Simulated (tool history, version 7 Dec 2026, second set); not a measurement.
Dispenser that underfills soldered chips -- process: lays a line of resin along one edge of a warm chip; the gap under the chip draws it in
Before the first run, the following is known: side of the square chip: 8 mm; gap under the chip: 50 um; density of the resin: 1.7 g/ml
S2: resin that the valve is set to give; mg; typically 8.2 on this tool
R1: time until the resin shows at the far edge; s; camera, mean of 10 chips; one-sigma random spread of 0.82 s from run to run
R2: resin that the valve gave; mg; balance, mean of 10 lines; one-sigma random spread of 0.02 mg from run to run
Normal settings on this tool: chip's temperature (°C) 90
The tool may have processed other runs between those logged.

Run 1, hour 0: usual settings. Result: R1 92.2 s, R2 7.79 mg.
Run 2, hour 14.2: usual settings but S2 8.25 mg. Result: R1 85.3 s, R2 8.2 mg.
Run 3, hour 29.1: usual settings but chip's temperature (°C) 92. Result: R1 89.3 s, R2 8.07 mg.
Run 4, hour 44.8: usual settings but chip's temperature (°C) 92. Result: R1 103.4 s, R2 8.04 mg.
Run 5, hour 54.7: usual settings but S2 9.49 mg. Result: R1 89.3 s, R2 9.25 mg.
Run 6, hour 68.3: usual settings but S2 9.49 mg. Result: R1 92.1 s, R2 9.15 mg.
Run 7, hour 84.8: usual settings but S2 9.35 mg. Result: R1 112.5 s, R2 8.97 mg.
Run 8, hour 102.6: usual settings. Result: R1 132.7 s, R2 8.15 mg.
Run 9, hour 118.2: usual settings but S2 8.17 mg. Result: R1 155.6 s, R2 8.08 mg.
Run 10, hour 131.5: usual settings but S2 8.25 mg. Result: R1 159.5 s, R2 8.11 mg.
Run 11, hour 139.6: usual settings but S2 8.25 mg. Result: R1 116.5 s, R2 8.06 mg.
Run 12, hour 151.9: usual settings but S2 8.25 mg. Result: R1 107.6 s, R2 8.02 mg.
Run 13, hour 164.7: usual settings. Result: R1 105.1 s, R2 7.9 mg.
Run 14, hour 181.1: usual settings but S2 9.71 mg. Result: R1 131.4 s, R2 9.29 mg.
Run 15, hour 194.4: usual settings but S2 9.71 mg. Result: R1 125.1 s, R2 9.7 mg.
Run 16, hour 211.3: usual settings but chip's temperature (°C) 101. Result: R1 116.5 s, R2 8.11 mg.
Run 17, hour 224.7: usual settings but chip's temperature (°C) 101. Result: R1 111.6 s, R2 8.05 mg.
Run 18, hour 240: usual settings but chip's temperature (°C) 103, S2 8.5 mg. Result: R1 115.4 s, R2 8.29 mg.
Run 19, hour 255: usual settings but chip's temperature (°C) 95, S2 7.1 mg. Result: R1 73.8 s, R2 6.87 mg.
Run 20, hour 263.1: usual settings but chip's temperature (°C) 85, S2 10.42 mg. Result: R1 149.9 s, R2 10.05 mg.
Run 21, hour 277.5: usual settings but chip's temperature (°C) 85, S2 10.42 mg. Result: R1 159.7 s, R2 9.96 mg.
Run 22, hour 289.3: usual settings but chip's temperature (°C) 85, S2 10.42 mg. Result: R1 140.9 s, R2 10.39 mg.
Run 23, hour 300.3: usual settings but chip's temperature (°C) 80, S2 9.08 mg. Result: R1 147.9 s, R2 9.01 mg.
Run 24, hour 314.2: usual settings but chip's temperature (°C) 80, S2 9.08 mg. Result: R1 154.8 s, R2 8.9 mg.
Run 25, hour 323.6: usual settings but chip's temperature (°C) 104, S2 7.93 mg. Result: R1 60.6 s, R2 7.76 mg.
Run 26, hour 332.9: usual settings but chip's temperature (°C) 104, S2 7.93 mg. Result: R1 102.4 s, R2 7.73 mg.
Run 27, hour 340.4: usual settings but chip's temperature (°C) 104, S2 7.93 mg. Result: R1 74.5 s, R2 7.7 mg.
Run 28, hour 350.9: usual settings but chip's temperature (°C) 103, S2 10.22 mg. Result: R1 62.7 s, R2 9.8 mg.
Run 29, hour 360.5: usual settings but chip's temperature (°C) 103, S2 10.22 mg. Result: R1 110.9 s, R2 9.77 mg.
Run 30, hour 375.2: usual settings but chip's temperature (°C) 103, S2 7.82 mg. Result: R1 102.6 s, R2 7.44 mg.
Run 31, hour 384.2: usual settings but chip's temperature (°C) 103, S2 7.82 mg. Result: R1 75.6 s, R2 7.79 mg.
Run 32, hour 395.9: usual settings but chip's temperature (°C) 78, S2 7.37 mg. Result: R1 150.7 s, R2 7.33 mg.
Run 33, hour 411.6: usual settings but chip's temperature (°C) 86, S2 10.51 mg. Result: R1 131.4 s, R2 10.36 mg.

Not shown: 36 entries that the log had between the listed runs. Between which runs, and how does the tool's hidden state differ before and after?
Between runs 1 and 2: dispensing valve cleaned and set on the balance (hour 3.5); new syringe of resin (hour 12.8)
  resin's viscosity, % of fresh resin's: 114.4 -> 107.1; dose that the valve gives, % of what is set: 95.27 -> 99.52; true chip temperature over the reading, C: -1.46 -> -1.51
  measured value less the no-hidden-state value, R1: +15.7 -> +9.2 s; R2: -0.39 -> -0.04 mg
Between runs 2 and 3: new syringe of resin (hour 26)
  resin's viscosity, % of fresh resin's: 107.1 -> 119.9; dose that the valve gives, % of what is set: 99.52 -> 98.65; true chip temperature over the reading, C: -1.51 -> -1.55
  measured value less the no-hidden-state value, R1: +9.2 -> +18.4 s; R2: -0.04 -> -0.11 mg
Between runs 3 and 4: new syringe of resin (hour 39.4)
  resin's viscosity, % of fresh resin's: 119.9 -> 137.3; dose that the valve gives, % of what is set: 98.65 -> 97.77; true chip temperature over the reading, C: -1.55 -> -1.61
  measured value less the no-hidden-state value, R1: +18.4 -> +31.9 s; R2: -0.11 -> -0.18 mg
Between runs 4 and 5: new syringe of resin (hour 52.6)
  resin's viscosity, % of fresh resin's: 137.3 -> 112.3; dose that the valve gives, % of what is set: 97.77 -> 97.25; true chip temperature over the reading, C: -1.61 -> -1.64
  measured value less the no-hidden-state value, R1: +31.9 -> +13.6 s; R2: -0.18 -> -0.26 mg
Between runs 5 and 6: new syringe of resin (hour 65.7)
  resin's viscosity, % of fresh resin's: 112.3 -> 116.9; dose that the valve gives, % of what is set: 97.25 -> 96.48; true chip temperature over the reading, C: -1.64 -> -1.68
  measured value less the no-hidden-state value, R1: +13.6 -> +17.4 s; R2: -0.26 -> -0.33 mg
Between runs 6 and 7: new syringe of resin (hour 78.9)
  resin's viscosity, % of fresh resin's: 116.9 -> 141.6; dose that the valve gives, % of what is set: 96.48 -> 95.55; true chip temperature over the reading, C: -1.68 -> -1.74
  measured value less the no-hidden-state value, R1: +17.4 -> +37.5 s; R2: -0.33 -> -0.41 mg
Between runs 7 and 8: new syringe of resin (hour 92.9); dispensing valve cleaned and set on the balance (hour 98.3)
  resin's viscosity, % of fresh resin's: 141.6 -> 165.6; dose that the valve gives, % of what is set: 95.55 -> 99.94; true chip temperature over the reading, C: -1.74 -> -1.8
  measured value less the no-hidden-state value, R1: +37.5 -> +56.7 s; R2: -0.41 -> -0.01 mg
Between runs 8 and 9: new syringe of resin (hour 106.8)
  resin's viscosity, % of fresh resin's: 165.6 -> 192.7; dose that the valve gives, % of what is set: 99.94 -> 99.05; true chip temperature over the reading, C: -1.8 -> -1.85
  measured value less the no-hidden-state value, R1: +56.7 -> +79.3 s; R2: -0.01 -> -0.08 mg
Between runs 9 and 10: new syringe of resin (hour 119.8)
  resin's viscosity, % of fresh resin's: 192.7 -> 198.9; dose that the valve gives, % of what is set: 99.05 -> 98.35; true chip temperature over the reading, C: -1.85 -> -1.89
  measured value less the no-hidden-state value, R1: +79.3 -> +84 s; R2: -0.08 -> -0.14 mg
Between runs 10 and 11: new syringe of resin (hour 133.6)
  resin's viscosity, % of fresh resin's: 198.9 -> 143.6; dose that the valve gives, % of what is set: 98.35 -> 97.86; true chip temperature over the reading, C: -1.89 -> -1.91
  measured value less the no-hidden-state value, R1: +84 -> +40.3 s; R2: -0.14 -> -0.18 mg
Between runs 11 and 12: new syringe of resin (hour 146.9)
  resin's viscosity, % of fresh resin's: 143.6 -> 134.1; dose that the valve gives, % of what is set: 97.86 -> 97.23; true chip temperature over the reading, C: -1.91 -> -1.95
  measured value less the no-hidden-state value, R1: +40.3 -> +32.2 s; R2: -0.18 -> -0.23 mg
Between runs 12 and 13: new syringe of resin (hour 160.1)
  resin's viscosity, % of fresh resin's: 134.1 -> 129.8; dose that the valve gives, % of what is set: 97.23 -> 96.55; true chip temperature over the reading, C: -1.95 -> -1.99
  measured value less the no-hidden-state value, R1: +32.2 -> +29.2 s; R2: -0.23 -> -0.28 mg
Between runs 13 and 14: new syringe of resin (hour 172.9)
  resin's viscosity, % of fresh resin's: 129.8 -> 163.9; dose that the valve gives, % of what is set: 96.55 -> 95.63; true chip temperature over the reading, C: -1.99 -> -2.05
  measured value less the no-hidden-state value, R1: +29.2 -> +56 s; R2: -0.28 -> -0.43 mg
Between runs 14 and 15: new syringe of resin (hour 186.1); dispensing valve cleaned and set on the balance (hour 193.8)
  resin's viscosity, % of fresh resin's: 163.9 -> 152.9; dose that the valve gives, % of what is set: 95.63 -> 99.96; true chip temperature over the reading, C: -2.05 -> -2.09
  measured value less the no-hidden-state value, R1: +56 -> +48.1 s; R2: -0.43 -> +0 mg
Between runs 15 and 16: new syringe of resin (hour 200)
  resin's viscosity, % of fresh resin's: 152.9 -> 196.2; dose that the valve gives, % of what is set: 99.96 -> 99.06; true chip temperature over the reading, C: -2.09 -> -2.15
  measured value less the no-hidden-state value, R1: +48.1 -> +60.4 s; R2: +0 -> -0.08 mg
Between runs 16 and 17: new syringe of resin (hour 214)
  resin's viscosity, % of fresh resin's: 196.2 -> 188.3; dose that the valve gives, % of what is set: 99.06 -> 98.25; true chip temperature over the reading, C: -2.15 -> -2.2
  measured value less the no-hidden-state value, R1: +60.4 -> +56 s; R2: -0.08 -> -0.15 mg
Between runs 17 and 18: new syringe of resin (hour 227.8)
  resin's viscosity, % of fresh resin's: 188.3 -> 204.4; dose that the valve gives, % of what is set: 98.25 -> 97.52; true chip temperature over the reading, C: -2.2 -> -2.24
  measured value less the no-hidden-state value, R1: +56 -> +62.6 s; R2: -0.15 -> -0.21 mg
Between runs 18 and 19: new syringe of resin (hour 241.6); new syringe of resin (hour 255)
  resin's viscosity, % of fresh resin's: 204.4 -> 99.8; dose that the valve gives, % of what is set: 97.52 -> 96.76; true chip temperature over the reading, C: -2.24 -> -2.3
  measured value less the no-hidden-state value, R1: +62.6 -> +5.3 s; R2: -0.21 -> -0.23 mg
Between runs 20 and 21: new syringe of resin (hour 268.3)
  resin's viscosity, % of fresh resin's: 160.3 -> 169; dose that the valve gives, % of what is set: 96.29 -> 95.5; true chip temperature over the reading, C: -2.32 -> -2.37
  measured value less the no-hidden-state value, R1: +63 -> +72 s; R2: -0.39 -> -0.48 mg
Between runs 21 and 22: new syringe of resin (hour 281.3); dispensing valve cleaned and set on the balance (hour 288.4)
  resin's viscosity, % of fresh resin's: 169 -> 149.5; dose that the valve gives, % of what is set: 95.5 -> 99.73; true chip temperature over the reading, C: -2.37 -> -2.4
  measured value less the no-hidden-state value, R1: +72 -> +53.2 s; R2: -0.48 -> -0.03 mg
Between runs 22 and 23: new syringe of resin (hour 295.6)
  resin's viscosity, % of fresh resin's: 149.5 -> 132.7; dose that the valve gives, % of what is set: 99.73 -> 99.11; true chip temperature over the reading, C: -2.4 -> -2.44
  measured value less the no-hidden-state value, R1: +53.2 -> +44.5 s; R2: -0.03 -> -0.08 mg
Between runs 23 and 24: new syringe of resin (hour 308.8)
  resin's viscosity, % of fresh resin's: 132.7 -> 137.5; dose that the valve gives, % of what is set: 99.11 -> 98.32; true chip temperature over the reading, C: -2.44 -> -2.48
  measured value less the no-hidden-state value, R1: +44.5 -> +50.8 s; R2: -0.08 -> -0.16 mg
Between runs 24 and 25: new syringe of resin (hour 322.2)
  resin's viscosity, % of fresh resin's: 137.5 -> 108.4; dose that the valve gives, % of what is set: 98.32 -> 97.79; true chip temperature over the reading, C: -2.48 -> -2.51
  measured value less the no-hidden-state value, R1: +50.8 -> +8.6 s; R2: -0.16 -> -0.18 mg
Between runs 26 and 27: new syringe of resin (hour 335.9)
  resin's viscosity, % of fresh resin's: 186.5 -> 130.7; dose that the valve gives, % of what is set: 97.27 -> 96.84; true chip temperature over the reading, C: -2.55 -> -2.57
  measured value less the no-hidden-state value, R1: +51.7 -> +21.5 s; R2: -0.22 -> -0.25 mg
Between runs 27 and 28: new syringe of resin (hour 349)
  resin's viscosity, % of fresh resin's: 130.7 -> 112.3; dose that the valve gives, % of what is set: 96.84 -> 96.23; true chip temperature over the reading, C: -2.57 -> -2.61
  measured value less the no-hidden-state value, R1: +21.5 -> +10.9 s; R2: -0.25 -> -0.38 mg
Between runs 29 and 30: new syringe of resin (hour 362.9); stage's temperature calibrated (hour 368.8)
  resin's viscosity, % of fresh resin's: 197.1 -> 193.8; dose that the valve gives, % of what is set: 95.68 -> 94.9; true chip temperature over the reading, C: -2.64 -> 0.15
  measured value less the no-hidden-state value, R1: +58.7 -> +50.3 s; R2: -0.44 -> -0.4 mg
Between runs 30 and 31: new syringe of resin (hour 376.8); dispensing valve cleaned and set on the balance (hour 384.2)
  resin's viscosity, % of fresh resin's: 193.8 -> 142.8; dose that the valve gives, % of what is set: 94.9 -> 99.72; true chip temperature over the reading, C: 0.15 -> 0.12
  measured value less the no-hidden-state value, R1: +50.3 -> +22.5 s; R2: -0.4 -> -0.02 mg
Between runs 31 and 32: new syringe of resin (hour 390.7)
  resin's viscosity, % of fresh resin's: 142.8 -> 135.9; dose that the valve gives, % of what is set: 99.72 -> 99.06; true chip temperature over the reading, C: 0.12 -> 0.08
  measured value less the no-hidden-state value, R1: +22.5 -> +39.8 s; R2: -0.02 -> -0.06 mg
Between runs 32 and 33: new syringe of resin (hour 404.1)
  resin's viscosity, % of fresh resin's: 135.9 -> 155.3; dose that the valve gives, % of what is set: 99.06 -> 98.24; true chip temperature over the reading, C: 0.08 -> 0.03
  measured value less the no-hidden-state value, R1: +39.8 -> +46.7 s; R2: -0.06 -> -0.19 mg
